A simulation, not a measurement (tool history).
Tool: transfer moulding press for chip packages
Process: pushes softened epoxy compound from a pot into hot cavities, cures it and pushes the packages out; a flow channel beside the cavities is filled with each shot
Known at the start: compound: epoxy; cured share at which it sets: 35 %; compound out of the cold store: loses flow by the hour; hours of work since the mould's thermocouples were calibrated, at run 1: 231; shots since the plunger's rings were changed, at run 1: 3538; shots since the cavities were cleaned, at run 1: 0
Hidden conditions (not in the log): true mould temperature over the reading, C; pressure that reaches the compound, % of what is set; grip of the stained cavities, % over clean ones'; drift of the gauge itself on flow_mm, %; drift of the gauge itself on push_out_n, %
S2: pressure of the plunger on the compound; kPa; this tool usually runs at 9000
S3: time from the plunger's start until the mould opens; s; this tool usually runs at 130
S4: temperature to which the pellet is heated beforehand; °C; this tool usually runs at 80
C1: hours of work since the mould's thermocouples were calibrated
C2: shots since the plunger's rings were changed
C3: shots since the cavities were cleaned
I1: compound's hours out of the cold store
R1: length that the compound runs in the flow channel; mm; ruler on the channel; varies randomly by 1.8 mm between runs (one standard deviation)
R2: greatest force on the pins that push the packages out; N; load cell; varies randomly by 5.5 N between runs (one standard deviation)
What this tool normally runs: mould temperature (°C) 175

run 1 hour=0.0 | mould_temperature_(°C)=175 S2=9000 S3=130 S4=80 | C1=231 C2=3538 C3=0 | I1=33.0 | R1=820 R2=190
run 2 hour=17.3 | mould_temperature_(°C)=175 S2=9000 S3=130 S4=86 | C1=241 C2=3675 C3=137 | I1=31.3 | R1=826 R2=261
run 3 hour=26.4 | mould_temperature_(°C)=175 S2=9000 S3=130 S4=86 | C1=246 C2=3747 C3=209 | I1=32.5 | R1=821 R2=299
run 4 hour=37.5 | mould_temperature_(°C)=175 S2=9000 S3=130 S4=86 | C1=252 C2=3834 C3=296 | I1=37.9 | R1=803 R2=324
run 5 hour=46.5 | mould_temperature_(°C)=175 S2=9000 S3=130 S4=80 | C1=257 C2=3905 C3=367 | I1=37.3 | R1=803 R2=347
run 6 hour=58.7 | mould_temperature_(°C)=175 S2=9000 S3=130 S4=80 | C1=264 C2=4002 C3=464 | I1=46.7 | R1=776 R2=368
-- hour=67.0 cavities cleaned with cleaning compound and waxed
run 7 hour=75.9 | mould_temperature_(°C)=173 S2=9000 S3=130 S4=80 | C1=272 C2=4126 C3=70 | I1=29.0 | R1=828 R2=478
run 8 hour=93.4 | mould_temperature_(°C)=175 S2=9000 S3=111 S4=80 | C1=282 C2=4265 C3=209 | I1=19.6 | R1=845 R2=529
-- hour=102.0 plunger's sealing rings changed
-- hour=109.2 cavities cleaned with cleaning compound and waxed, once more
run 9 hour=117.9 | mould_temperature_(°C)=175 S2=9000 S3=111 S4=80 | C1=293 C2=114 C3=69 | I1=33.6 | R1=853 R2=278
run 10 hour=132.8 | mould_temperature_(°C)=175 S2=9000 S3=111 S4=80 | C1=301 C2=232 C3=187 | I1=13.8 | R1=910 R2=358
run 11 hour=149.4 | mould_temperature_(°C)=175 S2=9000 S3=111 S4=80 | C1=311 C2=363 C3=318 | I1=34.1 | R1=848 R2=393
run 12 hour=159.4 | mould_temperature_(°C)=175 S2=9000 S3=111 S4=80 | C1=316 C2=442 C3=397 | I1=15.6 | R1=900 R2=439
run 13 hour=170.6 | mould_temperature_(°C)=175 S2=9000 S3=111 S4=80 | C1=322 C2=531 C3=486 | I1=46.4 | R1=819 R2=424
-- hour=174.8 cavities cleaned with cleaning compound and waxed
run 14 hour=188.0 | mould_temperature_(°C)=175 S2=9000 S3=111 S4=80 | C1=331 C2=657 C3=105 | I1=15.2 | R1=905 R2=307
run 15 hour=204.9 | mould_temperature_(°C)=179 S2=9930 S3=111 S4=80 | C1=341 C2=791 C3=239 | I1=16.9 | R1=930 R2=325
run 16 hour=224.8 | mould_temperature_(°C)=175 S2=9540 S3=121 S4=80 | C1=351 C2=948 C3=396 | I1=27.1 | R1=890 R2=363
-- hour=241.1 cavities cleaned with cleaning compound and waxed
run 17 hour=241.1 | mould_temperature_(°C)=175 S2=9540 S3=121 S4=80 | C1=360 C2=1065 C3=0 | I1=43.2 | R1=843 R2=203
run 18 hour=251.0 | mould_temperature_(°C)=175 S2=9000 S3=130 S4=84 | C1=365 C2=1143 C3=78 | I1=20.8 | R1=882 R2=236
run 19 hour=264.7 | mould_temperature_(°C)=175 S2=9000 S3=130 S4=84 | C1=373 C2=1252 C3=187 | I1=10.8 | R1=910 R2=297
run 20 hour=275.8 | mould_temperature_(°C)=169 S2=10490 S3=130 S4=80 | C1=379 C2=1339 C3=274 | I1=12.4 | R1=992 R2=418
run 21 hour=286.8 | mould_temperature_(°C)=180 S2=7750 S3=128 S4=74 | C1=385 C2=1426 C3=361 | I1=46.6 | R1=741 R2=320
run 22 hour=303.1 | mould_temperature_(°C)=181 S2=9660 S3=130 S4=89 | C1=394 C2=1556 C3=491 | I1=45.2 | R1=826 R2=319
-- hour=307.2 cavities cleaned with cleaning compound and waxed
run 23 hour=315.5 | mould_temperature_(°C)=175 S2=8900 S3=130 S4=84 | C1=400 C2=1641 C3=65 | I1=21.2 | R1=864 R2=251
run 24 hour=336.5 | mould_temperature_(°C)=175 S2=8900 S3=130 S4=84 | C1=412 C2=1808 C3=232 | I1=32.2 | R1=836 R2=317
run 25 hour=346.3 | mould_temperature_(°C)=179 S2=7870 S3=130 S4=84 | C1=417 C2=1885 C3=309 | I1=8.9 | R1=838 R2=312
run 26 hour=367.6 | mould_temperature_(°C)=175 S2=10390 S3=130 S4=80 | C1=429 C2=2054 C3=478 | I1=37.9 | R1=887 R2=356
-- hour=374.4 cavities cleaned with cleaning compound and waxed
run 27 hour=383.9 | mould_temperature_(°C)=175 S2=10390 S3=130 S4=80 | C1=437 C2=2171 C3=75 | I1=44.0 | R1=865 R2=246
run 28 hour=394.1 | mould_temperature_(°C)=175 S2=10390 S3=130 S4=80 | C1=443 C2=2252 C3=156 | I1=36.3 | R1=890 R2=260

Each row is a separate what-if for the run after 28, all from the same tool condition, not one after another. Results?
run A hour=406.5 | mould_temperature_(°C)=175 S2=10390 S3=166 S4=80 | C1=449 C2=2350 C3=254 | I1=45.5 | R1=? R2=?
run B hour=406.5 | mould_temperature_(°C)=175 S2=9510 S3=114 S4=83 | C1=449 C2=2350 C3=254 | I1=46.0 | R1=? R2=?
run C hour=406.5 | mould_temperature_(°C)=171 S2=10390 S3=130 S4=75 | C1=449 C2=2350 C3=254 | I1=44.0 | R1=? R2=?

run=A R1=858 R2=287
run=B R1=821 R2=359
run=C R1=872 R2=346
Stripped of hidden state, with their random variation kept, the same runs would have yielded:
run=A R1=884 R2=169
run=B R1=846 R2=207
run=C R1=899 R2=200

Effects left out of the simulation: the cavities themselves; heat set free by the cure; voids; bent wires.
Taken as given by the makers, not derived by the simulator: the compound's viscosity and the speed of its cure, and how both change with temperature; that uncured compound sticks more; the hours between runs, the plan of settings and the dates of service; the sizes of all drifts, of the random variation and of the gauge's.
